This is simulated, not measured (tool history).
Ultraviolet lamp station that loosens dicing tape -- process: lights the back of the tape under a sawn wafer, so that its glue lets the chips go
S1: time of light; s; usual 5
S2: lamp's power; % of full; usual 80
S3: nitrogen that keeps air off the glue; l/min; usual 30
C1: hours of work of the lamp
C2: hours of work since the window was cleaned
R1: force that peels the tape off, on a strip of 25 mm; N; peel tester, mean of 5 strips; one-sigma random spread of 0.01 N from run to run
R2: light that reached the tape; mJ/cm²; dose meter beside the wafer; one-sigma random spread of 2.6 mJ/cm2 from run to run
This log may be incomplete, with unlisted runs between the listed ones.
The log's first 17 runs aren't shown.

| run | day | S1 | S2 | S3 | C1 | C2 | R1 | R2 |
|---|---|---|---|---|---|---|---|---|
| 18 | 41.912 | 6 | 80 | 30 | 1071 | 557 | 0.676 | 265 |
| 19 | 43.467 | 5 | 80 | 30 | 1100 | 586 | 0.928 | 218 |
|  | 44.992 | window cleaned of glue's vapour |
| 20 | 45.383 | 5 | 80 | 30 | 1135 | 7 | 0.769 | 244 |
| 21 | 47.038 | 5 | 80 | 30 | 1166 | 38 | 0.771 | 237 |
| 22 | 48.388 | 2 | 85 | 41 | 1191 | 63 | 1.859 | 102 |
| 23 | 51.125 | 7 | 80 | 30 | 1242 | 114 | 0.47 | 321 |
| 24 | 54.008 | 6 | 84 | 38 | 1296 | 168 | 0.531 | 278 |
| 25 | 57.158 | 5 | 71 | 10 | 1355 | 227 | 1.585 | 191 |
| 26 | 59.512 | 6 | 90 | 15 | 1399 | 271 | 0.836 | 280 |
| 27 | 61.592 | 4 | 62 | 38 | 1438 | 310 | 1.505 | 127 |
| 28 | 64.75 | 4 | 62 | 38 | 1497 | 369 | 1.635 | 125 |
| 29 | 66.338 | 5 | 70 | 49 | 1526 | 398 | 1.018 | 173 |
| 30 | 68.346 | 5 | 80 | 12 | 1564 | 436 | 1.497 | 192 |
|  | 70.975 | lamp changed |
| 31 | 71.571 | 5 | 80 | 10 | 11 | 495 | 1.04 | 296 |

Forecast run 32:
| 32 | 73.5 | 7 | 63 | 30 | 47 | 531 | ? | ? |

{"run 32": {"R1": 0.481, "R2": 320}}
Without the tool's hidden state the same run would have given R1 0.38 N, R2 366 mJ/cm².
